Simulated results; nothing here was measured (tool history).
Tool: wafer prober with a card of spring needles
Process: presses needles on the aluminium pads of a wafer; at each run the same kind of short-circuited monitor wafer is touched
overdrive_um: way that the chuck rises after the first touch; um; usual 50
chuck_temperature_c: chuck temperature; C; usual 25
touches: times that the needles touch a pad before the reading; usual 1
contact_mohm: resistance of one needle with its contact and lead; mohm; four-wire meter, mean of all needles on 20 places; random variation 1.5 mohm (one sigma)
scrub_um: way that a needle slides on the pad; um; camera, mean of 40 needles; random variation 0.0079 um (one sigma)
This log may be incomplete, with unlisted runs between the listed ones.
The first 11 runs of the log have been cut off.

run 12 day=10.512 | overdrive_um=50 chuck_temperature_c=25 touches=1 | contact_mohm=319 scrub_um=7.506
-- day=10.783 tips cleaned on abrasive film
run 13 day=11.171 | overdrive_um=50 chuck_temperature_c=25 touches=1 | contact_mohm=277 scrub_um=7.514
-- day=11.788 tips cleaned on abrasive film
run 14 day=11.917 | overdrive_um=50 chuck_temperature_c=25 touches=1 | contact_mohm=191 scrub_um=7.516
-- day=12.762 tips cleaned on abrasive film
run 15 day=13.471 | overdrive_um=50 chuck_temperature_c=25 touches=1 | contact_mohm=318 scrub_um=7.506
-- day=13.738 tips cleaned on abrasive film
-- day=14.742 tips cleaned on abrasive film
run 16 day=14.775 | overdrive_um=50 chuck_temperature_c=112 touches=1 | contact_mohm=173 scrub_um=7.486
run 17 day=15.621 | overdrive_um=50 chuck_temperature_c=112 touches=1 | contact_mohm=326 scrub_um=7.490
-- day=15.746 tips cleaned on abrasive film
-- day=16.762 tips cleaned on abrasive film
run 18 day=17.104 | overdrive_um=50 chuck_temperature_c=112 touches=1 | contact_mohm=271 scrub_um=7.482
-- day=17.217 height of the first contact set anew
-- day=17.721 tips cleaned on abrasive film
run 19 day=17.817 | overdrive_um=31 chuck_temperature_c=83 touches=2 | contact_mohm=249 scrub_um=4.550
run 20 day=18.525 | overdrive_um=34 chuck_temperature_c=25 touches=2 | contact_mohm=414 scrub_um=5.004

Run 21 comes next. What will it give?
-- day=18.729 tips cleaned on abrasive film
-- day=19.729 tips cleaned on abrasive film
run 21 day=20.004 | overdrive_um=61 chuck_temperature_c=94 touches=2 | contact_mohm=? scrub_um=?

{"run 21": {"contact_mohm": 191, "scrub_um": 9.094}}
On a tool with no hidden condition, and with the same random variation, this run would have come out at contact_mohm 146 mohm, scrub_um 9.283 um.
